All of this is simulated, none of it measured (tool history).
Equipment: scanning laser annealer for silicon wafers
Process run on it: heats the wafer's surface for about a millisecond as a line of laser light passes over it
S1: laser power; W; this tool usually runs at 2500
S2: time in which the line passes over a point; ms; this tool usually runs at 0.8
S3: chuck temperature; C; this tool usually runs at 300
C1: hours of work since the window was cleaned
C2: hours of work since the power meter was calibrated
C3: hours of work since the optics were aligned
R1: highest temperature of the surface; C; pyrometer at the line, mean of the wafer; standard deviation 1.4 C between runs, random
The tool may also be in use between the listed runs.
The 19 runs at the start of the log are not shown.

run	day	S1	S2	S3	C1	C2	C3	R1
20	22.667	2500	0.678	300	156	872	680	1044
21	24.179	2500	0.931	312	180	896	704	1195
22	25.2	2500	0.925	281	196	913	720	1164
23	26.65	2500	0.925	281	219	936	744	1163
24	27.783	2254	0.62	271	237	954	762	902
25	28.596	2254	0.62	271	250	967	775	903
26	29.888	2610	0.668	271	271	987	795	1035
27	30.875	2610	0.668	309	286	1003	811	1072
28	31.704	2610	0.668	270	300	1016	824	1032
29	32.679	2610	0.668	270	315	1032	840	1032
30	34.167	2610	0.668	270	339	1056	863	1030
31	35.079	2384	0.879	285	353	1070	878	1090
32	36.733	2655	0.967	309	380	1096	904	1257
33	37.65	2256	0.978	309	394	1111	919	1115
# day 38.908: optics aligned, line set to its width
34	39.279	2500	0.728	271	417	1134	6	1043
35	40.396	2500	0.612	323	435	1152	24	1025
36	41.383	2267	0.684	268	451	1167	39	940
37	43.129	2205	0.8	312	479	1195	67	1024
38	43.946	2285	0.754	306	492	1208	80	1021
39	44.912	2356	0.631	306	507	1224	96	973

4 ways to go on from here, each from the tool as it stands after run 39. What would each give?
A	46.375	2500	0.633	300	530	1247	119	?
B	46.375	2390	0.631	306	530	1247	119	?
C	46.375	2671	0.769	333	530	1247	119	?
D	46.375	2138	0.8	300	530	1247	119	?

run	R1
A	1013
B	979
C	1183
D	985
Without the tool's unlogged condition, the same runs would have read:
run	R1
A	1035
B	1000
C	1210
D	1007
